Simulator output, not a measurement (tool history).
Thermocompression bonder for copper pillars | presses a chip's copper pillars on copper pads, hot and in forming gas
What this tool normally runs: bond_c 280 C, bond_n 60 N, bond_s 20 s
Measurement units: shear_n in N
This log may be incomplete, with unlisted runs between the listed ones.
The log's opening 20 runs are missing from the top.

run,hour,bond_c,bond_n,bond_s,shear_n
21,147.2,310,60,18,82.7
22,157.7,302,60,18,75.7
23,164.1,286,59,29,73.1
24,172.2,286,59,29,71.3
25,177.7,267,60,10,34.3
26,187.2,280,89,37,88.8
27,193.3,280,77,34,80.0
28,203.7,280,77,34,80.3
29,211.5,280,63,59,86.2
30,221.8,280,43,59,71.5
31,227.4,269,43,28,45.0
32,232.5,296,90,34,103.1
33,240.6,269,70,42,70.3
34,251.0,269,70,42,70.6
35,257.0,269,70,42,70.3
36,263.4,277,84,16,60.1
37,271.6,277,84,16,61.8
38,282.1,277,60,20,53.7
39,288.2,293,60,21,70.2

Here are 5 independent what-if runs from the current tool condition. What would each one return?
A,297.2,270,53,10,?
B,297.2,293,68,21,?
C,297.2,300,60,21,?
D,297.2,275,43,13,?
E,297.2,273,89,44,?

run,shear_n
A,35.2
B,74.2
C,77.0
D,35.9
E,83.9
Had the tool no hidden state, the same runs would have come out as:
run,shear_n
A,35.3
B,74.4
C,77.1
D,35.9
E,84.0
